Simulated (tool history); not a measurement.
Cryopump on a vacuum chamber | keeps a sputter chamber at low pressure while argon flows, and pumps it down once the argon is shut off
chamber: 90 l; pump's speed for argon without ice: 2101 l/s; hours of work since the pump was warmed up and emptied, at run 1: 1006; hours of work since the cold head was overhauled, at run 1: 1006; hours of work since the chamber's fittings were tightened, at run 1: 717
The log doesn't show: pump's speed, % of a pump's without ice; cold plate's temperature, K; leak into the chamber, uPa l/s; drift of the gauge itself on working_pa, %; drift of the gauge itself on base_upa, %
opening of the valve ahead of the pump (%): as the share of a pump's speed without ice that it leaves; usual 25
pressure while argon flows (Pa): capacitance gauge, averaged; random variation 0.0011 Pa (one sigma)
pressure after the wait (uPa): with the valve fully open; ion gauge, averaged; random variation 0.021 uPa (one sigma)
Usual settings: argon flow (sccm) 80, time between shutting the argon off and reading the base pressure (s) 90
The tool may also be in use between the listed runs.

run     day  argon flow (sccm)  time between shutting the argon off and reading the base pressure (s)  opening of the valve ahead of the pump (%)  hours of work since the pump was warmed up and emptied  hours of work since the cold head was overhauled  hours of work since the chamber's fittings were tightened  pressure while argon flows (Pa)  pressure after the wait (uPa)
  1       0                 80                                                                     90                                          25                                                    1006                                              1006                                                        717                           0.2673                           1.38
  2    1.15                 80                                                                     90                                          25                                                    1019                                              1019                                                        731                            0.267                            1.4
  3    3.35                 80                                                                     90                                          25                                                    1045                                              1045                                                        757                            0.267                           1.43
      4.758  -- pump warmed up, emptied and cooled again
  4   4.804                 80                                                                     90                                          25                                                       1                                              1060                                                        772                           0.2586                           1.33
  5   6.288                 82                                                                     90                                          25                                                      18                                              1077                                                        789                           0.2658                           1.36
  6   7.538                 82                                                                     90                                          25                                                      33                                              1092                                                        804                           0.2648                           1.31
  7   9.625                 82                                                                     90                                          25                                                      57                                              1117                                                        828                           0.2641                           1.39
  8  11.679                 82                                                                     90                                          25                                                      82                                              1141                                                        853                           0.2667                           1.43
  9  12.817                 82                                                                     90                                          25                                                      95                                              1154                                                        866                            0.265                           1.47
 10  15.008                 82                                                                     90                                          25                                                     121                                              1180                                                        892                           0.2678                           1.41
 11  16.138                 48                                                                     90                                          23                                                     134                                              1194                                                        905                           0.1699                           1.48
 12  17.538                 72                                                                     90                                          55                                                     151                                              1210                                                        922                           0.1076                           1.52
 13  19.538                 80                                                                     76                                          22                                                     174                                              1234                                                        945                           0.2948                            1.6
 14  20.754                 80                                                                    298                                          42                                                     189                                              1248                                                        960                           0.1559                           1.33
 15  22.362                 80                                                                    298                                          42                                                     208                                              1267                                                        979                           0.1561                           1.37
 16  24.658                 80                                                                    298                                          42                                                     235                                              1294                                                       1006                           0.1548                           1.46
 17   26.05                 80                                                                    298                                          42                                                     251                                              1310                                                       1022                           0.1556                           1.39
 18  27.742                 80                                                                    298                                          42                                                     271                                              1330                                                       1042                           0.1568                            1.4

5 ways to go on from here, each from the tool as it stands after run 18. What would each give?
  A  29.267                 33                                                                     71                                          21                                                     289                                              1348                                                       1060                                ?                              ?
  B  29.267                154                                                                     90                                          25                                                     289                                              1348                                                       1060                                ?                              ?
  C  29.267                124                                                                    184                                          42                                                     289                                              1348                                                       1060                                ?                              ?
  D  29.267                 68                                                                    207                                          46                                                     289                                              1348                                                       1060                                ?                              ?
  E  29.267                 42                                                                    241                                          42                                                     289                                              1348                                                       1060                                ?                              ?

run  pressure while argon flows (Pa)  pressure after the wait (uPa)
  A                           0.1263                           1.76
  B                            0.503                            1.7
  C                            0.243                           1.54
  D                           0.1219                           1.48
  E                           0.0812                           1.43
Without the tool's hidden state the same runs would have given:
run  pressure while argon flows (Pa)  pressure after the wait (uPa)
  A                           0.1248                           0.56
  B                           0.4962                           0.48
  C                           0.2376                           0.32
  D                           0.1189                           0.28
  E                           0.0793                           0.26
